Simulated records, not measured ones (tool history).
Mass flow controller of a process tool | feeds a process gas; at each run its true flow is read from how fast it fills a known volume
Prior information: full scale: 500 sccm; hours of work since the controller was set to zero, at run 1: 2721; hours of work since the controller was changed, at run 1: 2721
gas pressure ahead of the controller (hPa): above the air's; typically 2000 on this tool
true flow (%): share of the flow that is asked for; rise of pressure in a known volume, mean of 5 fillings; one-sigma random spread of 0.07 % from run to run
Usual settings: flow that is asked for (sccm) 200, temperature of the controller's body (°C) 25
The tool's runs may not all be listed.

| run | hour | flow that is asked for (sccm) | gas pressure ahead of the controller (hPa) | temperature of the controller's body (°C) | hours of work since the controller was set to zero | hours of work since the controller was changed | true flow (%) |
|---|---|---|---|---|---|---|---|
| 1 | 0.0 | 200 | 2000 | 25 | 2721 | 2721 | 98.58 |
| 2 | 325.5 | 200 | 2000 | 25 | 2824 | 2824 | 98.52 |
| 3 | 632.0 | 200 | 2000 | 25 | 2920 | 2920 | 98.63 |
| 4 | 922.5 | 200 | 2000 | 25 | 3012 | 3012 | 98.64 |
| 5 | 1400.9 | 200 | 2000 | 25 | 3163 | 3163 | 98.56 |
| 6 | 1715.8 | 200 | 2000 | 25 | 3262 | 3262 | 98.61 |
| 7 | 2018.2 | 167 | 2000 | 40 | 3358 | 3358 | 97.64 |
| 8 | 2441.4 | 167 | 2000 | 40 | 3492 | 3492 | 97.67 |
| 9 | 2639.4 | 79 | 2030 | 29 | 3554 | 3554 | 98.20 |
| 10 | 2960.4 | 421 | 1900 | 25 | 3655 | 3655 | 99.68 |
| 11 | 3256.7 | 421 | 1900 | 25 | 3749 | 3749 | 99.93 |

Consider 3 possible next runs. They are alternatives, not a sequence: every one starts from the tool as it was left by run 11. What does each give?
| A | 3522.2 | 427 | 1900 | 25 | 3833 | 3833 | ? |
| B | 3522.2 | 117 | 2050 | 25 | 3833 | 3833 | ? |
| C | 3522.2 | 421 | 2040 | 25 | 3833 | 3833 | ? |

| run | true flow (%) |
|---|---|
| A | 99.93 |
| B | 98.57 |
| C | 99.98 |
With the hidden condition removed and each run's random variation left untouched, the same runs would have given:
| run | true flow (%) |
|---|---|
| A | 99.57 |
| B | 98.22 |
| C | 99.62 |

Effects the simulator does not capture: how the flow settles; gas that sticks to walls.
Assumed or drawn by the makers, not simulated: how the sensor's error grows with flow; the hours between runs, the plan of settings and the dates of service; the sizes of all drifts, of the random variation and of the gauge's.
